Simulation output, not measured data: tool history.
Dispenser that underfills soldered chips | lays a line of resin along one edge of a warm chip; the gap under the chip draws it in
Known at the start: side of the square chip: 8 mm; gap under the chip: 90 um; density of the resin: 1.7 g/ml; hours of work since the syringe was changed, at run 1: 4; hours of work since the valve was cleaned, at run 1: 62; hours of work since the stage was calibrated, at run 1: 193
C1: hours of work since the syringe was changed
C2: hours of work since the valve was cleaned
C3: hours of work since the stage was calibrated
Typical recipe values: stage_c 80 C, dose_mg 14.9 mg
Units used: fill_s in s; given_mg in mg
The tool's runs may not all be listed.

run 1 day=0.000 | stage_c=80 dose_mg=14.9 | C1=4 C2=62 C3=193 | fill_s=67.9 given_mg=14.20
-- day=0.071 new syringe of resin
-- day=0.438 new syringe of resin
run 2 day=0.442 | stage_c=80 dose_mg=15.4 | C1=0 C2=69 C3=199 | fill_s=46.5 given_mg=14.66
-- day=0.792 new syringe of resin
run 3 day=0.792 | stage_c=80 dose_mg=15.4 | C1=0 C2=74 C3=204 | fill_s=47.3 given_mg=14.57
-- day=0.992 dispensing valve cleaned and set on the balance
-- day=1.204 new syringe of resin
run 4 day=1.246 | stage_c=80 dose_mg=14.9 | C1=1 C2=4 C3=210 | fill_s=49.9 given_mg=14.79
-- day=1.571 new syringe of resin
run 5 day=1.612 | stage_c=66 dose_mg=14.9 | C1=1 C2=9 C3=215 | fill_s=88.5 given_mg=14.81
run 6 day=1.829 | stage_c=66 dose_mg=14.8 | C1=4 C2=12 C3=219 | fill_s=113.1 given_mg=14.64
-- day=1.938 new syringe of resin
run 7 day=2.104 | stage_c=66 dose_mg=14.8 | C1=2 C2=16 C3=222 | fill_s=102.4 given_mg=14.57
-- day=2.308 new syringe of resin
run 8 day=2.325 | stage_c=66 dose_mg=14.8 | C1=0 C2=19 C3=226 | fill_s=86.7 given_mg=14.64
run 9 day=2.617 | stage_c=66 dose_mg=14.8 | C1=5 C2=23 C3=230 | fill_s=122.1 given_mg=14.43
-- day=2.662 new syringe of resin
run 10 day=2.979 | stage_c=74 dose_mg=14.9 | C1=5 C2=29 C3=235 | fill_s=86.4 given_mg=14.59
-- day=3.025 new syringe of resin
run 11 day=3.233 | stage_c=74 dose_mg=14.9 | C1=3 C2=32 C3=239 | fill_s=75.0 given_mg=14.66
-- day=3.388 new syringe of resin
run 12 day=3.642 | stage_c=74 dose_mg=14.9 | C1=4 C2=38 C3=245 | fill_s=81.5 given_mg=14.55
-- day=3.754 new syringe of resin
run 13 day=3.896 | stage_c=93 dose_mg=14.9 | C1=2 C2=42 C3=248 | fill_s=32.4 given_mg=14.54
-- day=4.112 new syringe of resin
run 14 day=4.212 | stage_c=93 dose_mg=14.9 | C1=2 C2=46 C3=253 | fill_s=30.5 given_mg=14.60
-- day=4.479 new syringe of resin
run 15 day=4.479 | stage_c=84 dose_mg=14.9 | C1=0 C2=50 C3=257 | fill_s=40.2 given_mg=14.24
run 16 day=4.717 | stage_c=84 dose_mg=15.2 | C1=4 C2=54 C3=260 | fill_s=51.1 given_mg=14.52
-- day=4.854 new syringe of resin
run 17 day=5.133 | stage_c=80 dose_mg=13.9 | C1=4 C2=60 C3=266 | fill_s=64.5 given_mg=13.28
-- day=5.217 new syringe of resin
run 18 day=5.321 | stage_c=75 dose_mg=14.9 | C1=2 C2=62 C3=269 | fill_s=65.0 given_mg=14.12
-- day=5.575 new syringe of resin
run 19 day=5.708 | stage_c=75 dose_mg=14.9 | C1=2 C2=68 C3=274 | fill_s=67.0 given_mg=14.07
-- day=5.950 new syringe of resin
run 20 day=6.088 | stage_c=91 dose_mg=14.9 | C1=2 C2=73 C3=280 | fill_s=35.9 given_mg=14.07
-- day=6.317 dispensing valve cleaned and set on the balance
run 21 day=6.317 | stage_c=69 dose_mg=15.8 | C1=5 C2=0 C3=283 | fill_s=106.1 given_mg=15.80
-- day=6.358 new syringe of resin
run 22 day=6.508 | stage_c=80 dose_mg=17.7 | C1=2 C2=3 C3=285 | fill_s=53.8 given_mg=17.69
-- day=6.738 new syringe of resin
run 23 day=6.771 | stage_c=80 dose_mg=16.0 | C1=0 C2=6 C3=289 | fill_s=46.3 given_mg=15.82
run 24 day=7.046 | stage_c=81 dose_mg=16.8 | C1=5 C2=11 C3=293 | fill_s=63.1 given_mg=16.57
-- day=7.092 new syringe of resin
run 25 day=7.229 | stage_c=81 dose_mg=16.8 | C1=2 C2=13 C3=296 | fill_s=50.2 given_mg=16.58
-- day=7.462 new syringe of resin
run 26 day=7.538 | stage_c=91 dose_mg=13.5 | C1=1 C2=17 C3=300 | fill_s=32.4 given_mg=13.32
-- day=7.833 new syringe of resin
run 27 day=7.833 | stage_c=91 dose_mg=13.4 | C1=0 C2=22 C3=304 | fill_s=30.2 given_mg=13.14
-- day=8.196 new syringe of resin
run 28 day=8.254 | stage_c=91 dose_mg=17.5 | C1=1 C2=28 C3=310 | fill_s=31.1 given_mg=17.16
-- day=8.554 new syringe of resin
run 29 day=8.675 | stage_c=91 dose_mg=17.5 | C1=2 C2=34 C3=316 | fill_s=32.1 given_mg=16.97
-- day=8.912 new syringe of resin
run 30 day=8.933 | stage_c=87 dose_mg=13.4 | C1=0 C2=37 C3=320 | fill_s=35.3 given_mg=13.05
-- day=9.279 new syringe of resin
run 31 day=9.288 | stage_c=87 dose_mg=13.4 | C1=0 C2=43 C3=325 | fill_s=35.6 given_mg=13.14

What will run 32 give?
run 32 day=9.500 | stage_c=87 dose_mg=13.4 | C1=3 C2=46 C3=328 | fill_s=? given_mg=?

Run 32 produced fill_s 46.4 s, given_mg 13.04 mg.
With the hidden condition absent and the run-to-run variation left alone, this run would have shown fill_s 38.4 s, given_mg 13.49 mg.
